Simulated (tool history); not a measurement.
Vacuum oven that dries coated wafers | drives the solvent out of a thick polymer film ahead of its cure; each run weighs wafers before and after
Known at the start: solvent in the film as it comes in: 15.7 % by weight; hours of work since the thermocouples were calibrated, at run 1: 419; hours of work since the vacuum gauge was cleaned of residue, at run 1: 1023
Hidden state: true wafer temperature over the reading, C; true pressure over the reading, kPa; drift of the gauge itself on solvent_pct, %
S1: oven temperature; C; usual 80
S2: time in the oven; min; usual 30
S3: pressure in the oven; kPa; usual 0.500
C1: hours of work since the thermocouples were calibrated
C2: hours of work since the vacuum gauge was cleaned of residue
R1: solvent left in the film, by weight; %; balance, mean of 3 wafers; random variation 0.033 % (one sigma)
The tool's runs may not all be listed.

run,hour,S1,S2,S3,C1,C2,R1
1,0.0,80,30,0.500,419,1023,2.68
2,56.9,80,30,0.500,445,1049,2.72
3,110.9,80,30,0.500,469,1073,2.64
4,172.4,80,30,0.500,496,1100,2.73
5,205.7,80,30,0.500,510,1114,2.70
6,273.7,80,30,0.500,541,1145,2.67
7,345.2,80,30,0.500,572,1176,2.80
8,397.3,80,30,0.500,595,1199,2.78
9,427.3,80,29,0.500,609,1213,2.88
10,500.0,80,29,0.500,641,1245,2.92
11,565.8,80,29,0.500,670,1274,2.95
# hour 615.8: oven's thermocouples calibrated
12,633.6,80,45,0.500,8,1303,1.21
13,669.4,80,30,0.366,24,1319,2.57
14,733.0,80,30,0.366,52,1347,2.48
15,785.4,80,30,0.500,75,1370,2.55
16,857.4,80,30,0.500,107,1402,2.60
17,910.5,80,30,0.517,130,1425,2.63
18,945.1,80,30,0.517,146,1441,2.59
19,1014.8,80,30,1.736,177,1472,3.11
20,1054.7,80,30,1.736,194,1489,3.08
21,1104.3,80,30,1.736,216,1511,3.10
22,1155.8,80,30,1.736,239,1534,3.13
23,1214.2,80,30,1.736,265,1560,3.09
24,1276.9,80,30,0.962,292,1587,2.79
25,1350.0,80,30,0.962,325,1620,2.85
26,1421.5,71,37,0.679,356,1651,4.93
27,1493.6,71,37,0.679,388,1683,5.03
28,1567.5,71,37,0.679,421,1716,4.96
29,1633.8,80,21,1.819,450,1745,4.68
30,1668.9,85,20,1.112,466,1761,3.05
31,1740.6,85,20,1.112,498,1793,3.06
32,1792.9,85,20,1.112,521,1816,3.02
33,1867.0,85,20,1.112,554,1849,3.07
34,1908.7,80,30,0.706,572,1867,2.87
35,1965.8,85,29,1.048,597,1892,1.73
36,2020.6,80,24,0.500,621,1916,3.69
37,2052.4,80,24,0.500,636,1931,3.75
38,2085.8,87,46,1.022,650,1945,0.65
39,2136.4,87,46,1.022,673,1968,0.70
40,2171.2,93,46,1.022,688,1983,0.32
# hour 2185.9: oven's thermocouples calibrated
41,2223.6,93,16,1.022,17,2005,1.54
42,2271.3,93,23,1.022,38,2027,0.77
43,2337.6,88,37,1.228,67,2056,0.75
44,2382.8,89,26,0.264,87,2076,0.86
45,2423.9,89,26,0.264,105,2094,0.85
46,2467.5,89,26,0.264,125,2113,0.89
47,2504.7,89,26,0.264,141,2130,0.85

Hidden state at the last listed run before each entry between runs and at the first one after, where it differs:
Between runs 11 and 12: oven's thermocouples calibrated (hour 615.8)
  true wafer temperature over the reading, C: -0.79 -> -0.06; true pressure over the reading, kPa: 0.175 -> 0.18
  measured less the result without the state, R1: +0.31 -> +0.09 %
Between runs 40 and 41: oven's thermocouples calibrated (hour 2185.9)
  true wafer temperature over the reading, C: -0.84 -> 0.23; true pressure over the reading, kPa: 0.282 -> 0.285
  measured less the result without the state, R1: +0.09 -> +0.03 %
